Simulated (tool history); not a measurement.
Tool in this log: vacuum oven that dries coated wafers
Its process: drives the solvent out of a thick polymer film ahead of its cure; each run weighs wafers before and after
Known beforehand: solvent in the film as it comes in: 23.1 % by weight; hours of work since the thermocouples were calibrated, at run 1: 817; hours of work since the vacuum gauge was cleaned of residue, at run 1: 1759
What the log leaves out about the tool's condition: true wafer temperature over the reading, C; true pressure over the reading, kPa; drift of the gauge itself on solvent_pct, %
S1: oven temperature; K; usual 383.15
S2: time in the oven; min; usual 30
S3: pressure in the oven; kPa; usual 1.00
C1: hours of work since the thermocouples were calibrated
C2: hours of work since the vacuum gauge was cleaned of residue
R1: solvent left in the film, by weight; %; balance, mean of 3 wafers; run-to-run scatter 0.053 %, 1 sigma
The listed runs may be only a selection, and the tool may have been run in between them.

run,hour,S1,S2,S3,C1,C2,R1
1,0.0,383.15,30,1.00,817,1759,2.32
# hour 54.3: vacuum gauge cleaned of residue and calibrated
2,105.9,383.15,30,1.00,880,31,1.53
# hour 134.1: oven's thermocouples calibrated
3,153.9,380.15,30,1.00,12,59,2.01
4,238.5,380.15,30,1.00,63,110,1.98
5,295.7,380.15,30,1.00,97,144,1.99
6,369.9,383.15,30,1.00,142,189,1.73
7,457.5,383.15,30,1.04,194,241,1.74
8,516.1,383.15,30,1.04,230,276,1.76
9,586.0,383.15,30,0.87,272,318,1.62
10,676.4,383.15,30,0.87,326,373,1.60
11,784.1,383.15,30,0.87,391,438,1.62
12,886.5,383.15,30,0.87,452,499,1.71
13,993.3,383.15,30,1.00,517,563,1.74
14,1056.0,383.15,30,1.00,554,601,1.70
15,1123.9,376.15,16,1.53,595,642,6.43
16,1169.3,376.15,16,1.53,622,669,6.46
17,1225.5,397.15,41,1.61,656,703,0.91
18,1303.0,397.15,41,1.61,703,750,1.11
19,1381.2,370.15,30,1.36,750,797,4.44
20,1453.7,370.15,30,1.36,793,840,4.48
21,1498.5,383.15,30,2.79,820,867,3.29
22,1585.5,390.15,27,2.41,873,919,2.21
# hour 1624.1: oven's thermocouples calibrated
23,1637.9,383.15,31,0.95,8,950,1.89
24,1716.6,388.15,30,3.03,56,997,2.87
25,1801.0,383.15,39,0.56,106,1048,1.24
26,1850.4,384.15,30,1.00,136,1077,1.89
27,1952.6,384.15,30,0.63,197,1139,1.65
28,2018.7,383.15,21,1.00,237,1179,3.21

Below, some changes in R1 between adjacent runs. For each, the amount present without the hidden state too (settings, incoming material, random variation) and the amount remaining for the hidden state with gauge scatter not shared by both compared results:
Run 1 -> 2: vacuum gauge cleaned of residue and calibrated. R1 -0.79 %: hidden state -0.69, all else -0.10.
Run 14 -> 15: S1 383.15 -> 376.15, S2 30 -> 16, S3 1.00 -> 1.53. R1 +4.73 %: hidden state -0.04, all else +4.77.
Run 16 -> 17: S1 376.15 -> 397.15, S2 16 -> 41, S3 1.53 -> 1.61. R1 -5.55 %: hidden state +0.00, all else -5.55.
Run 22 -> 23: S1 390.15 -> 383.15, S2 27 -> 31, S3 2.41 -> 0.95, oven's thermocouples calibrated. R1 -0.32 %: hidden state +0.18, all else -0.50.

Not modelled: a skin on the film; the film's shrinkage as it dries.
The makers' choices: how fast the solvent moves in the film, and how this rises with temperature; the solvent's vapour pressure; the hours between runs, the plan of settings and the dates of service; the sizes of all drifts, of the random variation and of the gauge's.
